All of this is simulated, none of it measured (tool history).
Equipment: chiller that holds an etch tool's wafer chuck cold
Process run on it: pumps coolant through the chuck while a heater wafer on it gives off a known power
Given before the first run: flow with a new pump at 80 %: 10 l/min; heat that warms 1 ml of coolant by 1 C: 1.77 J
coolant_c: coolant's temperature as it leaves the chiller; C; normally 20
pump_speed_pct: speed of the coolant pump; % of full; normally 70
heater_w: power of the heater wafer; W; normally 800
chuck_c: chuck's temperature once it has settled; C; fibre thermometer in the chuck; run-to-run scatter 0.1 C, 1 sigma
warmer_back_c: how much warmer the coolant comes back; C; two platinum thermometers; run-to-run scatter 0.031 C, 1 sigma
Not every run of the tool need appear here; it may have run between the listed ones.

{"run": 1, "hour": 0.0, "coolant_c": 20, "pump_speed_pct": 70, "heater_w": 800, "chuck_c": 31.3, "warmer_back_c": 3.29}
{"run": 2, "hour": 157.4, "coolant_c": 20, "pump_speed_pct": 70, "heater_w": 800, "chuck_c": 31.3, "warmer_back_c": 3.27}
{"run": 3, "hour": 275.2, "coolant_c": 20, "pump_speed_pct": 70, "heater_w": 800, "chuck_c": 31.4, "warmer_back_c": 3.28}
{"run": 4, "hour": 438.4, "coolant_c": 20, "pump_speed_pct": 70, "heater_w": 404, "chuck_c": 26.1, "warmer_back_c": 1.66}
{"run": 5, "hour": 564.3, "coolant_c": 20, "pump_speed_pct": 70, "heater_w": 404, "chuck_c": 26.2, "warmer_back_c": 1.64}
{"run": 6, "hour": 674.7, "coolant_c": 20, "pump_speed_pct": 70, "heater_w": 404, "chuck_c": 26, "warmer_back_c": 1.66}
{"run": 7, "hour": 785.9, "coolant_c": 15, "pump_speed_pct": 70, "heater_w": 404, "chuck_c": 20.1, "warmer_back_c": 1.71}
{"run": 8, "hour": 930.2, "coolant_c": 15, "pump_speed_pct": 70, "heater_w": 404, "chuck_c": 20.1, "warmer_back_c": 1.7}
{"run": 9, "hour": 1081.3, "coolant_c": 20, "pump_speed_pct": 70, "heater_w": 800, "chuck_c": 29.8, "warmer_back_c": 3.28}
{"run": 10, "hour": 1169.4, "coolant_c": 20, "pump_speed_pct": 70, "heater_w": 800, "chuck_c": 30.1, "warmer_back_c": 3.36}
{"run": 11, "hour": 1319.6, "coolant_c": 20, "pump_speed_pct": 96, "heater_w": 800, "chuck_c": 28.4, "warmer_back_c": 2.48}
{"run": 12, "hour": 1426.1, "coolant_c": 20, "pump_speed_pct": 70, "heater_w": 800, "chuck_c": 30.2, "warmer_back_c": 3.32}
{"run": 13, "hour": 1553.2, "coolant_c": 20, "pump_speed_pct": 70, "heater_w": 800, "chuck_c": 30, "warmer_back_c": 3.41}
{"run": 14, "hour": 1675.4, "coolant_c": 21, "pump_speed_pct": 70, "heater_w": 800, "chuck_c": 31.3, "warmer_back_c": 3.34}
{"run": 15, "hour": 1750.7, "coolant_c": 21, "pump_speed_pct": 95, "heater_w": 458, "chuck_c": 26.1, "warmer_back_c": 1.38}
{"run": 16, "hour": 1827.7, "coolant_c": 15, "pump_speed_pct": 67, "heater_w": 543, "chuck_c": 22.2, "warmer_back_c": 2.37}
{"run": 17, "hour": 1972.1, "coolant_c": 20, "pump_speed_pct": 81, "heater_w": 676, "chuck_c": 28.4, "warmer_back_c": 2.51}
{"run": 18, "hour": 2118.6, "coolant_c": 17, "pump_speed_pct": 68, "heater_w": 518, "chuck_c": 24.1, "warmer_back_c": 2.28}
{"run": 19, "hour": 2283.2, "coolant_c": 17, "pump_speed_pct": 68, "heater_w": 433, "chuck_c": 23.1, "warmer_back_c": 1.93}
{"run": 20, "hour": 2407.6, "coolant_c": 10, "pump_speed_pct": 74, "heater_w": 444, "chuck_c": 15.5, "warmer_back_c": 1.61}
{"run": 21, "hour": 2505.5, "coolant_c": 10, "pump_speed_pct": 73, "heater_w": 428, "chuck_c": 15.2, "warmer_back_c": 1.58}
{"run": 22, "hour": 2597.9, "coolant_c": 19, "pump_speed_pct": 83, "heater_w": 1078, "chuck_c": 31, "warmer_back_c": 3.55}
{"run": 23, "hour": 2700.2, "coolant_c": 10, "pump_speed_pct": 70, "heater_w": 494, "chuck_c": 16.2, "warmer_back_c": 1.94}
{"run": 24, "hour": 2795.1, "coolant_c": 10, "pump_speed_pct": 70, "heater_w": 494, "chuck_c": 16.1, "warmer_back_c": 1.94}
{"run": 25, "hour": 2955.4, "coolant_c": 29, "pump_speed_pct": 73, "heater_w": 800, "chuck_c": 38.4, "warmer_back_c": 2.99}

The log once held 4 entries between its listed runs, left out of this copy. Where does each go, and what is different about the tool's unlogged condition between the listed run before it and the listed run after it?
After run 6, before run 7: coolant changed, channels flushed (hour 782.7)
  heat passed by the chuck's channels, % of clean ones': 81 -> 99.7; flow at a given pump speed, % of a new pump's: 93.1 -> 93; coolant's true temperature over the reading, C: 0.18 -> 0.19
  measured result minus the result with no hidden state, chuck_c: +1.3 -> +0.4 C; warmer_back_c: +0.11 -> +0.12 C
After run 16, before run 17: coolant pump overhauled (hour 1841.1)
  heat passed by the chuck's channels, % of clean ones': 97.7 -> 97.5; flow at a given pump speed, % of a new pump's: 91.5 -> 89.6; coolant's true temperature over the reading, C: 0.32 -> 0.34
  measured result minus the result with no hidden state, chuck_c: +0.8 -> +1 C; warmer_back_c: +0.21 -> +0.27 C
After run 19, before run 20: coolant pump overhauled, once more (hour 2312.7)
  heat passed by the chuck's channels, % of clean ones': 96.8 -> 96.6; flow at a given pump speed, % of a new pump's: 89.1 -> 100; coolant's true temperature over the reading, C: 0.38 -> 0.39
  measured result minus the result with no hidden state, chuck_c: +0.9 -> +0.6 C; warmer_back_c: +0.21 -> +0 C
After run 23, before run 24: chiller's thermometer calibrated (hour 2764.2)
  heat passed by the chuck's channels, % of clean ones': 96.1 -> 95.9; flow at a given pump speed, % of a new pump's: 99.6 -> 99.5; coolant's true temperature over the reading, C: 0.42 -> -0.03
  measured result minus the result with no hidden state, chuck_c: +0.6 -> +0.2 C; warmer_back_c: +0.01 -> +0.01 C

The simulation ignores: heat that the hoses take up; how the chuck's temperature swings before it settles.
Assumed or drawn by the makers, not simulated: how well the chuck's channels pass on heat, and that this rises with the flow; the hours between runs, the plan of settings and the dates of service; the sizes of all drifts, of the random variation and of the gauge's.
